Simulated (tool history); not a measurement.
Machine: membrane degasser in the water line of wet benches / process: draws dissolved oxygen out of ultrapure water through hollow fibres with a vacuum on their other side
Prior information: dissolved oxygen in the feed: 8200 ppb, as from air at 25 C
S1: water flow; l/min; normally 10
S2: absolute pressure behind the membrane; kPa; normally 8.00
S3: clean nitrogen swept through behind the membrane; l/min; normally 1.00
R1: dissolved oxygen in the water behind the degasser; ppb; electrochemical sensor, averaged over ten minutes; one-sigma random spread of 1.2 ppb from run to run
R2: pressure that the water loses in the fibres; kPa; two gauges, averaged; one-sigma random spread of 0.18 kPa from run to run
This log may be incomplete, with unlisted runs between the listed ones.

{"run": 1, "hour": 0.0, "S1": 10, "S2": 8.0, "S3": 1.0, "R1": 112.7, "R2": 34.08}
{"hour": 134.3, "done": "seals of the vacuum lines changed"}
{"run": 2, "hour": 336.5, "S1": 10, "S2": 8.0, "S3": 1.0, "R1": 115.1, "R2": 34.46}
{"run": 3, "hour": 669.6, "S1": 10, "S2": 8.0, "S3": 1.0, "R1": 114.3, "R2": 34.5}
{"run": 4, "hour": 952.2, "S1": 10, "S2": 8.0, "S3": 1.0, "R1": 114.8, "R2": 34.33}
{"hour": 1085.1, "done": "vacuum gauge calibrated"}
{"run": 5, "hour": 1214.0, "S1": 10, "S2": 8.0, "S3": 1.0, "R1": 115.0, "R2": 34.12}
{"run": 6, "hour": 1378.3, "S1": 10, "S2": 8.0, "S3": 1.0, "R1": 113.0, "R2": 34.38}
{"run": 7, "hour": 1638.8, "S1": 10, "S2": 8.0, "S3": 1.0, "R1": 117.0, "R2": 34.06}
{"run": 8, "hour": 1944.3, "S1": 10, "S2": 8.0, "S3": 1.0, "R1": 115.6, "R2": 34.23}
{"run": 9, "hour": 2251.1, "S1": 10, "S2": 8.0, "S3": 0.46, "R1": 225.0, "R2": 33.98}
{"run": 10, "hour": 2493.7, "S1": 10, "S2": 8.0, "S3": 0.46, "R1": 228.0, "R2": 34.05}
{"run": 11, "hour": 2778.3, "S1": 10, "S2": 8.0, "S3": 0.46, "R1": 222.9, "R2": 34.02}
{"run": 12, "hour": 3042.4, "S1": 10, "S2": 8.68, "S3": 2.71, "R1": 51.5, "R2": 33.63}
{"run": 13, "hour": 3357.3, "S1": 9, "S2": 9.44, "S3": 1.0, "R1": 133.0, "R2": 30.52}
{"run": 14, "hour": 3561.2, "S1": 7, "S2": 15.98, "S3": 0.67, "R1": 308.2, "R2": 23.47}
{"run": 15, "hour": 3809.9, "S1": 7, "S2": 19.79, "S3": 1.0, "R1": 273.1, "R2": 23.71}
{"run": 16, "hour": 3997.6, "S1": 7, "S2": 19.79, "S3": 1.0, "R1": 268.3, "R2": 23.47}
{"run": 17, "hour": 4195.6, "S1": 12, "S2": 19.39, "S3": 1.0, "R1": 441.0, "R2": 40.55}
{"run": 18, "hour": 4496.9, "S1": 11, "S2": 19.9, "S3": 2.72, "R1": 168.8, "R2": 37.43}
{"run": 19, "hour": 4814.5, "S1": 15, "S2": 7.52, "S3": 0.69, "R1": 213.9, "R2": 51.0}
{"run": 20, "hour": 5070.0, "S1": 8, "S2": 17.99, "S3": 0.69, "R1": 382.8, "R2": 27.16}

Below are 5 alternative next runs, each starting from the tool's condition after run 20. Predict each:
{"run": "A", "hour": 5342.6, "S1": 14, "S2": 8.0, "S3": 0.55, "R1": "?", "R2": "?"}
{"run": "B", "hour": 5342.6, "S1": 7, "S2": 5.23, "S3": 1.66, "R1": "?", "R2": "?"}
{"run": "C", "hour": 5342.6, "S1": 10, "S2": 8.68, "S3": 0.54, "R1": "?", "R2": "?"}
{"run": "D", "hour": 5342.6, "S1": 11, "S2": 11.63, "S3": 1.04, "R1": "?", "R2": "?"}
{"run": "E", "hour": 5342.6, "S1": 13, "S2": 17.99, "S3": 0.68, "R1": "?", "R2": "?"}

run=A R1=265.4 R2=47.42
run=B R1=20.9 R2=23.37
run=C R1=228.2 R2=33.59
run=D R1=210.7 R2=36.85
run=E R1=601.3 R2=44.13
Had the tool no hidden state, the same runs would have come out as:
run=A R1=265.1 R2=48.20
run=B R1=20.9 R2=23.76
run=C R1=228.0 R2=34.14
run=D R1=210.5 R2=37.46
run=E R1=600.9 R2=44.85

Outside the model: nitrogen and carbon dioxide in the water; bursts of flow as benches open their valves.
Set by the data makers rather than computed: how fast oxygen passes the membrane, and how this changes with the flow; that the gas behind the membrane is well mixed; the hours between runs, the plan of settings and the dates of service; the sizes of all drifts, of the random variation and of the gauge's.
